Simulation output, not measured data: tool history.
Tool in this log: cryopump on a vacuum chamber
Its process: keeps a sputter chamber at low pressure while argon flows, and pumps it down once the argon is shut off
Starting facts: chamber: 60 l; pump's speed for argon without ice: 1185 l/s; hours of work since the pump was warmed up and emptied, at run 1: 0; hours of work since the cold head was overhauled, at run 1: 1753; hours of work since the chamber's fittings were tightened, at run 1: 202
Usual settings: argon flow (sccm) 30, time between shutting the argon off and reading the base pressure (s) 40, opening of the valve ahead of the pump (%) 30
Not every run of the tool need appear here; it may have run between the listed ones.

run	hour	argon flow (sccm)	time between shutting the argon off and reading the base pressure (s)	opening of the valve ahead of the pump (%)	hours of work since the pump was warmed up and emptied	hours of work since the cold head was overhauled	hours of work since the chamber's fittings were tightened	pressure while argon flows (Pa)	pressure after the wait (uPa)
1	0.0	30	40	30	0	1753	202	0.1427	2.94
2	67.4	30	40	30	50	1803	252	0.1452	3.07
3	139.6	30	40	30	104	1856	306	0.1465	2.96
4	188.6	30	40	30	140	1893	343	0.1478	3.06
5	236.6	30	40	30	176	1929	378	0.1487	3.06
6	279.6	30	40	30	208	1961	410	0.1490	3.23
7	350.5	30	40	30	261	2013	463	0.1502	3.19
8	418.9	30	40	30	312	2064	514	0.1540	3.32
9	464.3	30	40	30	345	2098	548	0.1532	3.28
10	500.2	30	40	30	372	2125	574	0.1551	3.41
11	566.1	30	40	30	421	2174	623	0.1586	3.41
12	640.9	30	40	30	477	2229	679	0.1596	3.51
13	697.5	30	40	30	519	2271	721	0.1598	3.52
14	730.6	30	40	30	543	2296	746	0.1630	3.65
# hour 743.7: pump warmed up, emptied and cooled again
15	806.1	30	40	30	46	2349	798	0.1453	3.31
16	879.7	30	40	30	101	2403	853	0.1474	3.36
17	927.8	30	40	30	137	2439	889	0.1477	3.47
18	993.8	30	40	30	186	2488	938	0.1493	3.49
19	1069.8	30	21	30	243	2545	994	0.1511	5.82
20	1130.0	30	21	30	287	2589	1039	0.1534	5.87
21	1189.0	55	33	30	331	2633	1083	0.2803	4.22
22	1265.0	15	40	30	388	2690	1139	0.0782	3.80
23	1305.6	36	40	53	418	2720	1170	0.1148	3.83
24	1378.4	36	54	40	472	2774	1224	0.1485	3.28
25	1430.6	30	40	33	511	2813	1263	0.1467	4.01
# hour 1488.8: pump warmed up, emptied and cooled again
26	1509.1	15	38	23	15	2868	1317	0.0931	3.89
27	1579.5	13	23	30	67	2920	1370	0.0629	5.56
28	1645.0	42	114	16	116	2969	1418	0.3799	2.07
29	1704.3	30	40	34	160	3013	1462	0.1307	3.77
30	1741.2	54	76	16	188	3040	1490	0.4910	2.63
31	1776.2	54	76	16	214	3066	1516	0.4907	2.65
32	1815.5	37	253	30	243	3096	1545	0.1859	1.79
# hour 1838.0: leaking fittings of the chamber tightened, without venting
33	1886.7	37	253	30	294	3147	36	0.1869	0.77
34	1954.9	37	253	30	345	3198	87	0.1882	0.79
35	1987.5	37	252	30	369	3222	111	0.1899	0.81

Here are 3 independent what-if runs from the current tool condition. What would each one return?
A	2051.9	30	23	52	417	3270	159	?	?
B	2051.9	30	183	30	417	3270	159	?	?
C	2051.9	37	94	52	417	3270	159	?	?

run	pressure while argon flows (Pa)	pressure after the wait (uPa)
A	0.0962	4.84
B	0.1575	1.01
C	0.1183	1.53
Take away the tool's hidden state, keep each run's random variation, and the runs would have read:
run	pressure while argon flows (Pa)	pressure after the wait (uPa)
A	0.0821	4.63
B	0.1434	0.81
C	0.1012	1.33

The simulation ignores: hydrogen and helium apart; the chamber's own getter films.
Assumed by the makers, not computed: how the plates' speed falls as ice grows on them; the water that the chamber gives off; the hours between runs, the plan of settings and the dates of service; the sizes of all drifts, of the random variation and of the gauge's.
